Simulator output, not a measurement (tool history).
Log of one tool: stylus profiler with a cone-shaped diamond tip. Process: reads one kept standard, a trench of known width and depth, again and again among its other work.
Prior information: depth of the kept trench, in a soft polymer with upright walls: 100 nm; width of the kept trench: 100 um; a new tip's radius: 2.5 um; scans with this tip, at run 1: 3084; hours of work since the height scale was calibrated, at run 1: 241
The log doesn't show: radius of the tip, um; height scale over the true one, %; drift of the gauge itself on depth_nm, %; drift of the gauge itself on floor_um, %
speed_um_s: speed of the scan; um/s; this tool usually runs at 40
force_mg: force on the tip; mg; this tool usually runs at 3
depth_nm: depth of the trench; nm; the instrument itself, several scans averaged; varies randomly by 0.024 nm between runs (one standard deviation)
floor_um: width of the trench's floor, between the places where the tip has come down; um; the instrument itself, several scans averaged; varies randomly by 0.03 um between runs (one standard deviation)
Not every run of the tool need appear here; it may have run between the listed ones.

run   hour  speed_um_s  force_mg  scans with this tip  hours of work since the height scale was calibrated  depth_nm  floor_um
  1      0          40         3                 3084                                                  241    101.41     98.17
  2   20.1          40         3                 3216                                                  251    101.38     98.21
  3   30.4          40         3                 3284                                                  256     101.4     98.15
  4   43.8          40         3                 3371                                                  263    101.39     98.14
  5   60.1          40         3                 3478                                                  272    101.44     98.12
  6   71.1          40         3                 3550                                                  277    101.39     98.25
  7   87.7          40         3                 3659                                                  286    101.44     98.11
  8  100.3          93         3                 3741                                                  292    101.41     97.88
  9  110.5          93         3                 3808                                                  297    101.45     97.88
 10  126.2          40      1.66                 3911                                                  305    100.97     98.08
 11    135          40      1.66                 3968                                                  310    100.98     98.05
 12  149.3          40       6.9                 4062                                                  317    102.37     98.14
 13  162.2          40       6.9                 4146                                                  324     102.4     98.14
 14  174.7          40       6.9                 4228                                                  330    102.41     98.18
 15  190.5          40       6.9                 4332                                                  338    102.43     98.15
 16  206.3          40         3                 4435                                                  346    101.41     98.09
 17  223.5          40         3                 4548                                                  355    101.44     98.05
 18  242.5          49         3                 4672                                                  365    101.45     98.05
 19  261.2          49       2.7                 4795                                                  374    101.39     98.04
 20    275          49       2.7                 4885                                                  381    101.33     98.03
 21  292.9          49       2.7                 5002                                                  390    101.33        98
 22    311          10      5.62                 5120                                                  400    102.13     98.21
 23  327.6          16      3.03                 5230                                                  408    101.41     98.16
 24  346.4          16      3.03                 5352                                                  418    101.42     98.12
 25  355.6          78      3.49                 5413                                                  423    101.58     97.89
     357.4  -- height scale calibrated on a step standard
 26  371.4          12      5.27                 5513                                                    7    102.14     98.17
 27  388.8          12      2.55                 5627                                                   16    101.42     98.18
     394.2  -- height scale calibrated on a step standard, once more
 28  401.6          18       3.4                 5707                                                    4    101.43     98.11
 29  421.7          47      2.81                 5839                                                   14     101.2     97.96
 30    437          47      2.81                 5939                                                   22    101.25     97.93
 31  452.8          28       4.4                 6042                                                   30    101.71     98.08
 32  464.6          38      7.62                 6120                                                   36    102.44     98.07
 33  485.2          38      7.62                 6255                                                   47    102.46     98.04
 34  503.1          38      7.62                 6372                                                   56    102.46     97.98
 35  519.3          16      2.55                 6478                                                   64    101.19     98.08
 36  530.3          26      5.94                 6550                                                   70    102.08     98.09
 37  548.8          26      5.94                 6671                                                   79    102.08     98.09
 38  568.8          21      5.68                 6802                                                   89    102.02     98.07
 39  583.6         127      5.68                 6899                                                   97    102.02     97.72
 40  599.7          23      1.16                 7004                                                  105    100.69     97.95
 41  613.9          36      5.99                 7098                                                  112     102.1     98.04
 42  631.2          36      5.99                 7211                                                  121    102.13     98.01

Alternative continuations, all from the tool just after run 42; predict every row:
  A  640.8         121       7.4                 7273                                                  126         ?         ?
  B  640.8          36      7.84                 7273                                                  126         ?         ?
  C  640.8         129         3                 7273                                                  126         ?         ?

run  depth_nm  floor_um
  A    102.42     97.76
  B    102.47     98.02
  C    101.34     97.52
Stripped of hidden state, with their random variation kept, the same runs would have yielded:
run  depth_nm  floor_um
  A    102.39     98.24
  B    102.44      98.5
  C    101.31        98
